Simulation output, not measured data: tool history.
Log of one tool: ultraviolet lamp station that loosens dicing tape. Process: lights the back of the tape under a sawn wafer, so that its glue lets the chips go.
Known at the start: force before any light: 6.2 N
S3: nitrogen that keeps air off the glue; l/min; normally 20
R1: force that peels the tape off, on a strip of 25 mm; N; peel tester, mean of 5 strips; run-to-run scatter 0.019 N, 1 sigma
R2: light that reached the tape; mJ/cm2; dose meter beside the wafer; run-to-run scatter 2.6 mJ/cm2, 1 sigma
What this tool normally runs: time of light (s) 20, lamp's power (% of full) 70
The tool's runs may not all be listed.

Run 1, hour 0: usual settings. Result: R1 1.173 N, R2 270 mJ/cm2.
Run 2, hour 15.7: usual settings but lamp's power (% of full) 78. Result: R1 1.026 N, R2 299 mJ/cm2.
Run 3, hour 53.5: usual settings. Result: R1 1.256 N, R2 260 mJ/cm2.
Run 4, hour 78.7: usual settings. Result: R1 1.249 N, R2 259 mJ/cm2.
Run 5, hour 113.5: usual settings. Result: R1 1.295 N, R2 255 mJ/cm2.
Run 6, hour 136.5: usual settings. Result: R1 1.328 N, R2 246 mJ/cm2.
At hour 138.8: window cleaned of glue's vapour.
Run 7, hour 174.8: usual settings. Result: R1 1.226 N, R2 266 mJ/cm2.
Run 8, hour 209.8: usual settings. Result: R1 1.231 N, R2 259 mJ/cm2.
Run 9, hour 229: usual settings but time of light (s) 13, lamp's power (% of full) 75. Result: R1 2.035 N, R2 178 mJ/cm2.
Run 10, hour 258.3: usual settings but S3 35 l/min. Result: R1 1.033 N, R2 247 mJ/cm2.
Run 11, hour 286.9: usual settings but time of light (s) 32, lamp's power (% of full) 73, S3 8 l/min. Result: R1 0.947 N, R2 413 mJ/cm2.
Run 12, hour 304.5: usual settings but time of light (s) 26, lamp's power (% of full) 66. Result: R1 0.98 N, R2 301 mJ/cm2.
Run 13, hour 339.8: usual settings but time of light (s) 26, lamp's power (% of full) 66. Result: R1 1.057 N, R2 292 mJ/cm2.
Run 14, hour 358: usual settings but time of light (s) 15, lamp's power (% of full) 60, S3 21 l/min. Result: R1 2.311 N, R2 152 mJ/cm2.
Run 15, hour 383.4: usual settings but lamp's power (% of full) 75, S3 37 l/min. Result: R1 1.029 N, R2 247 mJ/cm2.
Run 16, hour 420.5: usual settings but time of light (s) 27, lamp's power (% of full) 75, S3 37 l/min. Result: R1 0.613 N, R2 334 mJ/cm2.

Below are 5 alternative next runs, each starting from the tool's condition after run 16. Predict each:
Run A, hour 450.7: usual settings but time of light (s) 27, lamp's power (% of full) 75, S3 8 l/min. Result: R1 ?, R2 ?.
Run B, hour 450.7: usual settings but S3 27 l/min. Result: R1 ?, R2 ?.
Run C, hour 450.7: usual settings but time of light (s) 27, lamp's power (% of full) 67, S3 37 l/min. Result: R1 ?, R2 ?.
Run D, hour 450.7: usual settings but time of light (s) 27, lamp's power (% of full) 87, S3 37 l/min. Result: R1 ?, R2 ?.
Run E, hour 450.7: usual settings but lamp's power (% of full) 79, S3 31 l/min. Result: R1 ?, R2 ?.

run     R1   R2
  A  1.346  326
  B  1.343  225
  C  0.815  288
  D  0.499  379
  E  1.118  254
The same runs, with their run-to-run variation unchanged, on a tool lacking any hidden condition would have given:
run     R1   R2
  A  0.754  461
  B  0.758  319
  C  0.411  408
  D  0.252  537
  E  0.593  361

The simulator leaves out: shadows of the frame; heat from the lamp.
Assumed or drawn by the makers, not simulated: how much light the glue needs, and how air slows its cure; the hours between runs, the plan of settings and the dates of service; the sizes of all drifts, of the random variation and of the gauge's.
